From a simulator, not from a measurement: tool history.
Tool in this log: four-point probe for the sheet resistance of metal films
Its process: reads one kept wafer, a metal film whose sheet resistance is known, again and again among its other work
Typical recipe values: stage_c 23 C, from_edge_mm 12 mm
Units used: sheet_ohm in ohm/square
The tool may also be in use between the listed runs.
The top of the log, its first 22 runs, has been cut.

run 23 hour=2041.6 | stage_c=20 from_edge_mm=15 | sheet_ohm=2.830088
run 24 hour=2138.5 | stage_c=23 from_edge_mm=27 | sheet_ohm=2.818347
run 25 hour=2260.7 | stage_c=34 from_edge_mm=28 | sheet_ohm=2.785235
run 26 hour=2325.2 | stage_c=34 from_edge_mm=37 | sheet_ohm=2.783736
run 27 hour=2413 | stage_c=23 from_edge_mm=15 | sheet_ohm=2.819712
run 28 hour=2475.1 | stage_c=23 from_edge_mm=15 | sheet_ohm=2.820807
run 29 hour=2587.2 | stage_c=23 from_edge_mm=15 | sheet_ohm=2.818078
run 30 hour=2644.1 | stage_c=20 from_edge_mm=14 | sheet_ohm=2.83021
run 31 hour=2747.7 | stage_c=22 from_edge_mm=47 | sheet_ohm=2.81933
-- hour=2756.9 stage's thermometer calibrated
run 32 hour=2853.4 | stage_c=22 from_edge_mm=47 | sheet_ohm=2.820313
run 33 hour=2942 | stage_c=30 from_edge_mm=5 | sheet_ohm=2.818884
run 34 hour=3037.3 | stage_c=28 from_edge_mm=5 | sheet_ohm=2.825104
run 35 hour=3135.7 | stage_c=34 from_edge_mm=6 | sheet_ohm=2.798764
run 36 hour=3271.1 | stage_c=24 from_edge_mm=6 | sheet_ohm=2.829546
run 37 hour=3371.3 | stage_c=24 from_edge_mm=6 | sheet_ohm=2.829598
run 38 hour=3461.4 | stage_c=24 from_edge_mm=6 | sheet_ohm=2.829429
-- hour=3506.1 stage's thermometer calibrated, once more
run 39 hour=3550.8 | stage_c=24 from_edge_mm=6 | sheet_ohm=2.826128
run 40 hour=3633 | stage_c=23 from_edge_mm=5 | sheet_ohm=2.836452
run 41 hour=3765.4 | stage_c=23 from_edge_mm=7 | sheet_ohm=2.823827
run 42 hour=3851.3 | stage_c=23 from_edge_mm=7 | sheet_ohm=2.823424
run 43 hour=3960.4 | stage_c=23 from_edge_mm=7 | sheet_ohm=2.822806
run 44 hour=4026.3 | stage_c=23 from_edge_mm=7 | sheet_ohm=2.823795

Alternative continuations, all from the tool just after run 44; predict every row:
run A hour=4133.7 | stage_c=31 from_edge_mm=5 | sheet_ohm=?
run B hour=4133.7 | stage_c=18 from_edge_mm=3 | sheet_ohm=?
run C hour=4133.7 | stage_c=23 from_edge_mm=31 | sheet_ohm=?
run D hour=4133.7 | stage_c=34 from_edge_mm=25 | sheet_ohm=?
run E hour=4133.7 | stage_c=23 from_edge_mm=25 | sheet_ohm=?

run=A sheet_ohm=2.810034
run=B sheet_ohm=2.893559
run=C sheet_ohm=2.811073
run=D sheet_ohm=2.777212
run=E sheet_ohm=2.81114
With no hidden state in the tool, these same runs would have given:
run=A sheet_ohm=2.835782
run=B sheet_ohm=2.920051
run=C sheet_ohm=2.836853
run=D sheet_ohm=2.802673
run=E sheet_ohm=2.83692

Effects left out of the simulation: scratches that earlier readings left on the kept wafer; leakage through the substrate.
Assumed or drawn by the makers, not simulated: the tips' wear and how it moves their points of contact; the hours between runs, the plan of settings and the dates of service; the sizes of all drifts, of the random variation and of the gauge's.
